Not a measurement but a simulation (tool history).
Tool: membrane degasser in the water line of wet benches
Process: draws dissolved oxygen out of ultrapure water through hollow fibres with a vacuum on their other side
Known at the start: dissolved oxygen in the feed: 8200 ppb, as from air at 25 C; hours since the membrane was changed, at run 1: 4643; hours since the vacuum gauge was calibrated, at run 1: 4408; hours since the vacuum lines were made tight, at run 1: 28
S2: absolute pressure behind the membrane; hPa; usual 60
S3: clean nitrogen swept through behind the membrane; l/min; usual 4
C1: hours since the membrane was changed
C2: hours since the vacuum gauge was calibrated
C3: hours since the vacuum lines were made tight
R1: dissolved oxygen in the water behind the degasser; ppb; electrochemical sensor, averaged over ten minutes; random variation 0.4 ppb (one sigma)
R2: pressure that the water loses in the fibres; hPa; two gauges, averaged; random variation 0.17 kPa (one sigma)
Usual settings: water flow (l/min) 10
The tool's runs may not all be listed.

Run 1, day 0: usual settings; C1 4643; C2 4408; C3 28. Result: R1 32 ppb, R2 374.3 hPa.
Run 2, day 4.133: usual settings; C1 4742; C2 4507; C3 128. Result: R1 32 ppb, R2 376.4 hPa.
Run 3, day 8.45: usual settings; C1 4846; C2 4611; C3 231. Result: R1 32.6 ppb, R2 373 hPa.
Run 4, day 11.167: usual settings; C1 4911; C2 4676; C3 296. Result: R1 32.2 ppb, R2 378.2 hPa.
Run 5, day 15.408: usual settings but S2 38.3 hPa; C1 5013; C2 4778; C3 398. Result: R1 18.9 ppb, R2 374.7 hPa.
Run 6, day 17.429: usual settings; C1 5061; C2 4827; C3 447. Result: R1 31.3 ppb, R2 375.1 hPa.
Run 7, day 21.888: usual settings; C1 5168; C2 4934; C3 554. Result: R1 32.2 ppb, R2 373.3 hPa.
Run 8, day 26.4: usual settings; C1 5276; C2 5042; C3 662. Result: R1 32.7 ppb, R2 377 hPa.
Run 9, day 30.146: usual settings; C1 5366; C2 5132; C3 752. Result: R1 32.5 ppb, R2 376.6 hPa.
Run 10, day 34.117: usual settings; C1 5462; C2 5227; C3 847. Result: R1 32.9 ppb, R2 376.4 hPa.
Run 11, day 36.583: usual settings; C1 5521; C2 5286; C3 906. Result: R1 32.7 ppb, R2 378.6 hPa.
Run 12, day 39.946: usual settings; C1 5601; C2 5367; C3 987. Result: R1 32.8 ppb, R2 376.7 hPa.
Run 13, day 42.517: usual settings; C1 5663; C2 5429; C3 1049. Result: R1 34 ppb, R2 377.2 hPa.
Run 14, day 47.492: usual settings; C1 5783; C2 5548; C3 1168. Result: R1 33.8 ppb, R2 377.5 hPa.
Run 15, day 49.596: usual settings; C1 5833; C2 5599; C3 1219. Result: R1 33.5 ppb, R2 379.1 hPa.
Run 16, day 52.279: usual settings but S2 61.2 hPa; C1 5897; C2 5663; C3 1283. Result: R1 33.9 ppb, R2 377 hPa.
Run 17, day 55.796: usual settings but S2 78.5 hPa; C1 5982; C2 5747; C3 1368. Result: R1 45.9 ppb, R2 378.2 hPa.
Run 18, day 60.033: usual settings but water flow (l/min) 11, S2 78.5 hPa, S3 3.04 l/min; C1 6084; C2 5849; C3 1469. Result: R1 61.9 ppb, R2 415.3 hPa.
Run 19, day 63.367: usual settings but water flow (l/min) 11, S2 78.5 hPa, S3 3.04 l/min; C1 6164; C2 5929; C3 1549. Result: R1 62.5 ppb, R2 416 hPa.
Run 20, day 66.121: usual settings but water flow (l/min) 11, S2 76 hPa, S3 2.68 l/min; C1 6230; C2 5995; C3 1615. Result: R1 65.2 ppb, R2 416.4 hPa.
At day 67.346: vacuum gauge calibrated.
Run 21, day 70.029: usual settings but water flow (l/min) 8, S2 72 hPa, S3 2.68 l/min; C1 6323; C2 64; C3 1709. Result: R1 42.8 ppb, R2 303.5 hPa.
Run 22, day 74.396: usual settings but water flow (l/min) 8, S2 72 hPa, S3 2.68 l/min; C1 6428; C2 169; C3 1813. Result: R1 42.3 ppb, R2 303.8 hPa.
At day 75.479: vacuum gauge calibrated, once more.
Run 23, day 78.296: usual settings but water flow (l/min) 8, S2 72 hPa, S3 2.68 l/min; C1 6521; C2 68; C3 1907. Result: R1 38.5 ppb, R2 302.1 hPa.
Run 24, day 81.692: usual settings but water flow (l/min) 15, S3 11.31 l/min; C1 6602; C2 149; C3 1988. Result: R1 40.8 ppb, R2 569.1 hPa.
Run 25, day 85.717: usual settings but water flow (l/min) 15, S3 11.31 l/min; C1 6699; C2 246; C3 2085. Result: R1 41 ppb, R2 568.2 hPa.
Run 26, day 88.596: usual settings but water flow (l/min) 9, S2 54.6 hPa, S3 5.55 l/min; C1 6768; C2 315; C3 2154. Result: R1 20.7 ppb, R2 341.4 hPa.
Run 27, day 93.221: usual settings but water flow (l/min) 9, S2 54.6 hPa, S3 5.55 l/min; C1 6879; C2 426; C3 2265. Result: R1 20.7 ppb, R2 345.7 hPa.
Run 28, day 97.996: usual settings but water flow (l/min) 13, S2 55.9 hPa, S3 7.7 l/min; C1 6994; C2 540; C3 2379. Result: R1 34.1 ppb, R2 495 hPa.
Run 29, day 100.196: usual settings but water flow (l/min) 8, S3 8.45 l/min; C1 7046; C2 593; C3 2432. Result: R1 15.6 ppb, R2 307.4 hPa.
Run 30, day 102.817: usual settings but water flow (l/min) 8, S3 8.45 l/min; C1 7109; C2 656; C3 2495. Result: R1 15.5 ppb, R2 308.3 hPa.
Run 31, day 105.362: usual settings but water flow (l/min) 8, S3 8.45 l/min; C1 7170; C2 717; C3 2556. Result: R1 15.7 ppb, R2 305.4 hPa.
Run 32, day 107.854: usual settings but water flow (l/min) 11, S2 73.2 hPa, S3 1.69 l/min; C1 7230; C2 777; C3 2616. Result: R1 85.2 ppb, R2 422.2 hPa.
Run 33, day 112.642: usual settings but water flow (l/min) 6, S2 36.4 hPa, S3 1.69 l/min; C1 7345; C2 892; C3 2731. Result: R1 9.1 ppb, R2 230.7 hPa.

Forecast each of these 3 alternatives for the next run:
Run A, day 115.954: usual settings but water flow (l/min) 6, S2 52.7 hPa, S3 1.65 l/min; C1 7425; C2 971; C3 2810. Result: R1 ?, R2 ?.
Run B, day 115.954: usual settings but water flow (l/min) 6, S2 51.1 hPa, S3 1.85 l/min; C1 7425; C2 971; C3 2810. Result: R1 ?, R2 ?.
Run C, day 115.954: usual settings but water flow (l/min) 8, S3 4.53 l/min; C1 7425; C2 971; C3 2810. Result: R1 ?, R2 ?.

run    R1     R2
  A  24.7  228.7
  B  20.9  230.4
  C  22.1  305.6
Without the tool's hidden state the same runs would have given:
run    R1     R2
  A  21.5  214.4
  B  17.9  216.1
  C  18.1  286.6

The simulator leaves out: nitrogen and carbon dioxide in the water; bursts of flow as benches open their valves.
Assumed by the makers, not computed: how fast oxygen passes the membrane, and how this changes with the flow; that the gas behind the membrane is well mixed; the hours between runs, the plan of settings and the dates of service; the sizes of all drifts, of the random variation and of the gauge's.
